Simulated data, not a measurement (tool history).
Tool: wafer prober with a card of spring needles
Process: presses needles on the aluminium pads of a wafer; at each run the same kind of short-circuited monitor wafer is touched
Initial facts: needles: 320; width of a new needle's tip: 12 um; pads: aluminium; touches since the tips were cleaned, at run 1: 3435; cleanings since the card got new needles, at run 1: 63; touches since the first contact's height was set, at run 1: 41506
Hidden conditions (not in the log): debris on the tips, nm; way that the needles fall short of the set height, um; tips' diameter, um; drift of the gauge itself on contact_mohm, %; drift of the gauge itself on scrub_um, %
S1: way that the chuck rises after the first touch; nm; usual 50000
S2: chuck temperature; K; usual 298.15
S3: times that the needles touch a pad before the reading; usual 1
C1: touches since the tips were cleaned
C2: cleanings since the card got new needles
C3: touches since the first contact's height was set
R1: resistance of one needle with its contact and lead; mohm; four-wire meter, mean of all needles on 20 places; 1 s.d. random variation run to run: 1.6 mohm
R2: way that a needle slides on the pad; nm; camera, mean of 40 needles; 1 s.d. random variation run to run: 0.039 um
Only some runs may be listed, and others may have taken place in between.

run,hour,S1,S2,S3,C1,C2,C3,R1,R2
1,0.0,50000,298.15,1,3435,63,41506,154,12560
# hour 1.8: tips cleaned on abrasive film
# hour 11.9: tips cleaned on abrasive film
# hour 21.4: tips cleaned on abrasive film
# hour 30.0: tips cleaned on abrasive film
2,30.0,50000,298.15,2,0,67,54751,153,12580
# hour 39.9: tips cleaned on abrasive film
# hour 49.3: tips cleaned on abrasive film
# hour 59.5: tips cleaned on abrasive film
3,63.6,50000,298.15,1,1852,70,69672,152,12510
# hour 69.0: tips cleaned on abrasive film
# hour 78.4: tips cleaned on abrasive film
# hour 87.0: height of the first contact set anew
# hour 89.2: tips cleaned on abrasive film
4,89.2,50000,298.15,1,14,73,944,155,12520
# hour 99.0: tips cleaned on abrasive film
# hour 108.2: tips cleaned on abrasive film
# hour 117.5: tips cleaned on abrasive film
5,120.7,50000,298.15,1,1421,76,14885,154,12540
# hour 126.9: tips cleaned on abrasive film
# hour 137.3: tips cleaned on abrasive film
# hour 146.4: tips cleaned on abrasive film
6,146.4,50000,298.15,1,0,79,26288,151,12480
# hour 155.8: tips cleaned on abrasive film
# hour 165.6: tips cleaned on abrasive film
# hour 175.7: tips cleaned on abrasive film
7,178.6,50000,298.15,1,1322,82,40557,155,12470
# hour 185.0: tips cleaned on abrasive film
# hour 194.1: tips cleaned on abrasive film
# hour 203.8: tips cleaned on abrasive film
8,207.0,50000,298.15,1,1452,85,53135,155,12540
# hour 212.8: tips cleaned on abrasive film
# hour 222.7: tips cleaned on abrasive film
# hour 233.0: tips cleaned on abrasive film
9,240.9,50000,298.15,1,3504,88,68133,152,12430
# hour 243.0: tips cleaned on abrasive film
# hour 253.3: tips cleaned on abrasive film
# hour 263.2: tips cleaned on abrasive film
# hour 267.7: height of the first contact set anew
# hour 272.8: tips cleaned on abrasive film
10,274.1,50000,298.15,1,592,92,2831,155,12430
# hour 281.5: tips cleaned on abrasive film
# hour 291.9: tips cleaned on abrasive film
# hour 301.5: tips cleaned on abrasive film
11,308.0,50000,298.15,1,2891,95,17842,153,12390
# hour 311.8: tips cleaned on abrasive film
# hour 321.6: tips cleaned on abrasive film
12,322.1,50000,298.15,1,210,97,24084,154,12500
# hour 330.4: tips cleaned on abrasive film
13,336.9,55000,298.15,1,2912,98,30649,153,13660
# hour 339.0: tips cleaned on abrasive film
# hour 348.8: tips cleaned on abrasive film
# hour 358.6: tips cleaned on abrasive film
14,360.7,45000,298.15,1,954,101,41180,156,11160
# hour 368.7: tips cleaned on abrasive film
# hour 378.8: tips cleaned on abrasive film
# hour 387.9: tips cleaned on abrasive film
15,394.7,45000,308.15,1,3034,104,56251,156,11180
# hour 398.3: tips cleaned on abrasive film
# hour 407.8: tips cleaned on abrasive film
# hour 418.1: tips cleaned on abrasive film
16,422.8,54000,302.15,1,2090,107,68688,154,13400
# hour 426.6: tips cleaned on abrasive film
# hour 436.4: tips cleaned on abrasive film
17,442.5,54000,302.15,1,2719,109,77426,154,13410
# hour 446.8: tips cleaned on abrasive film
# hour 449.1: height of the first contact set anew
# hour 456.8: tips cleaned on abrasive film
18,457.9,54000,302.15,1,498,111,3900,152,13370
# hour 466.2: tips cleaned on abrasive film
# hour 476.7: tips cleaned on abrasive film
# hour 486.1: tips cleaned on abrasive film
19,487.1,54000,302.15,1,448,114,16793,154,13330
# hour 495.0: tips cleaned on abrasive film
20,501.0,60000,299.15,1,2683,115,22976,153,14830
# hour 505.2: tips cleaned on abrasive film
# hour 514.9: tips cleaned on abrasive film
# hour 523.6: tips cleaned on abrasive film
21,523.6,60000,299.15,1,0,118,32959,153,14870
# hour 533.7: tips cleaned on abrasive film
# hour 542.1: tips cleaned on abrasive film
22,543.8,60000,344.15,2,738,120,41904,157,14770
# hour 551.6: tips cleaned on abrasive film
# hour 560.9: tips cleaned on abrasive film
# hour 570.3: tips cleaned on abrasive film
23,575.7,36000,344.15,2,2431,123,56077,164,8840
# hour 579.8: tips cleaned on abrasive film
# hour 590.0: tips cleaned on abrasive film
24,597.0,52000,318.15,2,3172,125,65519,159,12840
# hour 598.8: tips cleaned on abrasive film
# hour 608.4: tips cleaned on abrasive film
# hour 618.1: tips cleaned on abrasive film
25,625.8,38000,305.15,1,3469,128,78259,159,9370
# hour 628.0: tips cleaned on abrasive film
# hour 630.3: height of the first contact set anew
# hour 638.1: tips cleaned on abrasive film
# hour 647.5: tips cleaned on abrasive film
26,650.7,64000,327.15,1,1427,131,9040,158,15810
# hour 656.0: tips cleaned on abrasive film
# hour 664.4: tips cleaned on abrasive film
27,666.7,64000,327.15,1,1039,133,16084,157,15730

Forecast each of these 3 alternatives for the next run:
# hour 673.0: tips cleaned on abrasive film
# hour 682.2: tips cleaned on abrasive film
# hour 691.8: tips cleaned on abrasive film
A,695.8,50000,298.15,1,1788,136,28977,?,?
# hour 673.0: tips cleaned on abrasive film
# hour 682.2: tips cleaned on abrasive film
# hour 691.8: tips cleaned on abrasive film
B,695.8,50000,396.15,1,1788,136,28977,?,?
# hour 673.0: tips cleaned on abrasive film
# hour 682.2: tips cleaned on abrasive film
# hour 691.8: tips cleaned on abrasive film
C,695.8,47000,298.15,2,1788,136,28977,?,?

run,R1,R2
A,151,12240
B,170,12260
C,155,11550
Stripped of hidden state, with their random variation kept, the same runs would have yielded:
run,R1,R2
A,151,12500
B,169,12530
C,155,11800

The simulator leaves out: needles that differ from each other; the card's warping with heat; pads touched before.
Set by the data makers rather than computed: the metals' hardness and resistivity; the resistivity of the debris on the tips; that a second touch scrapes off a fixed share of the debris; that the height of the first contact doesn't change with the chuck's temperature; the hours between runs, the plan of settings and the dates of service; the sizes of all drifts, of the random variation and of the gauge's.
